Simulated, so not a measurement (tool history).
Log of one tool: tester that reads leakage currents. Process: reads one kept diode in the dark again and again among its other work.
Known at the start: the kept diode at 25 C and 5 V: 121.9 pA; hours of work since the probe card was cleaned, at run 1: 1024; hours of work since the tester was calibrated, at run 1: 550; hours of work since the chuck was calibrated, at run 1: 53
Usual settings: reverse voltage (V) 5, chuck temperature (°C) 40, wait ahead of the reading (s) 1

run   hour  reverse voltage (V)  chuck temperature (°C)  wait ahead of the reading (s)  hours of work since the probe card was cleaned  hours of work since the tester was calibrated  hours of work since the chuck was calibrated  current that the tester gives (pA)
  1      0                    5                      40                              1                                            1024                                            550                                            53                              448.71
  2   48.5                    5                      40                              1                                            1043                                            570                                            73                              447.16
  3   98.9                    5                      57                              1                                            1064                                            590                                            93                              1667.3
  4  159.7                    5                      40                              1                                            1088                                            614                                           118                              442.82
  5  219.1                    5                      40                              1                                            1112                                            638                                           141                              443.96
  6  304.9                    5                      40                              1                                            1147                                            673                                           176                              441.62
  7  384.1                    5                      40                              1                                            1178                                            705                                           208                              440.58
  8  489.6                    5                      56                              1                                            1221                                            747                                           250                             1524.92
  9  590.1                    5                      40                              1                                            1262                                            788                                           291                               438.1

Forecast run 10:
 10  640.2                    5                      26                              1                                            1282                                            808                                           311                                   ?

Run 10 gave current that the tester gives (pA) 136.42.
Without the tool's hidden state the same run would have given current that the tester gives (pA) 134.19.
